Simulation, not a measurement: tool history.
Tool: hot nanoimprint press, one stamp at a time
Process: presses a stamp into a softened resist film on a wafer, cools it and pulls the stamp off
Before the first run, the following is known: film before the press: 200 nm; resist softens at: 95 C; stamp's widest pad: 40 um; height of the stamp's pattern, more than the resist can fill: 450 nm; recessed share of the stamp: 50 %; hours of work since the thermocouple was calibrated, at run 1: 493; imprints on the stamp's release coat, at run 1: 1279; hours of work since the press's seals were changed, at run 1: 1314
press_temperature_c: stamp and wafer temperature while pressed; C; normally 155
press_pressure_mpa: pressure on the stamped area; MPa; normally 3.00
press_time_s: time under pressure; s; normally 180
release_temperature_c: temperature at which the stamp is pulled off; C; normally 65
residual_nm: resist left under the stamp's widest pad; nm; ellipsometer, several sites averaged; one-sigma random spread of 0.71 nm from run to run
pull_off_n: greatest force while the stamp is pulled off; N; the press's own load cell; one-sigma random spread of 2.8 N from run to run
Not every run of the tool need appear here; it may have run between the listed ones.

run   hour  press_temperature_c  press_pressure_mpa  press_time_s  release_temperature_c  hours of work since the thermocouple was calibrated  imprints on the stamp's release coat  hours of work since the press's seals were changed  residual_nm  pull_off_n
  1    0.0                  155                3.00           180                     65                                                  493                                  1279                                                1314         83.3         131
  2   22.0                  155                3.00           180                     65                                                  509                                  1330                                                1329         82.8         137
      46.1  -- plate thermocouple calibrated
  3   66.6                  163                3.00           180                     65                                                   15                                  1427                                                1359         54.6         134
     103.0  -- press's hydraulic seals changed and the load cell set to zero
  4  114.6                  160                3.00           180                     65                                                   44                                  1521                                                   8         63.8         133
  5  145.9                  155                3.00           180                     62                                                   66                                  1594                                                  31         83.3         137
  6  185.2                  155                3.00           123                     65                                                   94                                  1686                                                  59         93.8         134
  7  228.8                  155                3.00           123                     65                                                  126                                  1787                                                  91         93.7         132
     237.5  -- stamp cleaned and given a new release coat
  8  261.6                  155                3.00           123                     65                                                  145                                    56                                                 110         95.7         133
  9  297.3                  155                3.00           302                     65                                                  171                                   139                                                 136         68.5         132
 10  331.3                  155                3.00           302                     65                                                  195                                   219                                                 160         69.2         128
 11  372.4                  155                3.00           302                     65                                                  225                                   315                                                 190         68.7         132
 12  401.1                  155                3.00           302                     65                                                  246                                   382                                                 210         68.8         132
 13  443.4                  150                2.20           180                     65                                                  276                                   481                                                 241        124.0         133
 14  463.6                  150                2.20           180                     65                                                  291                                   528                                                 255        126.9         133
 15  488.2                  161                3.00           118                     56                                                  308                                   585                                                 273         71.1         142
 16  521.0                  153                3.00           180                     65                                                  332                                   662                                                 297         93.6         131
 17  557.7                  154                3.00           180                     66                                                  358                                   748                                                 323         87.6         132
 18  590.3                  151                1.92           243                     58                                                  382                                   824                                                 347        116.2         135
 19  610.1                  150                3.37           287                     65                                                  396                                   870                                                 361         87.3         133

Run 20 comes next. What will it give?
 20  632.8                  155                3.85           180                     65                                                  412                                   923                                                 377            ?           ?

Run 20 produced residual_nm 73.8 nm, pull_off_n 133 N.
Take away the tool's hidden state, keep the run-to-run variation as it was, and the same run would have given residual_nm 73.9 nm, pull_off_n 132 N.

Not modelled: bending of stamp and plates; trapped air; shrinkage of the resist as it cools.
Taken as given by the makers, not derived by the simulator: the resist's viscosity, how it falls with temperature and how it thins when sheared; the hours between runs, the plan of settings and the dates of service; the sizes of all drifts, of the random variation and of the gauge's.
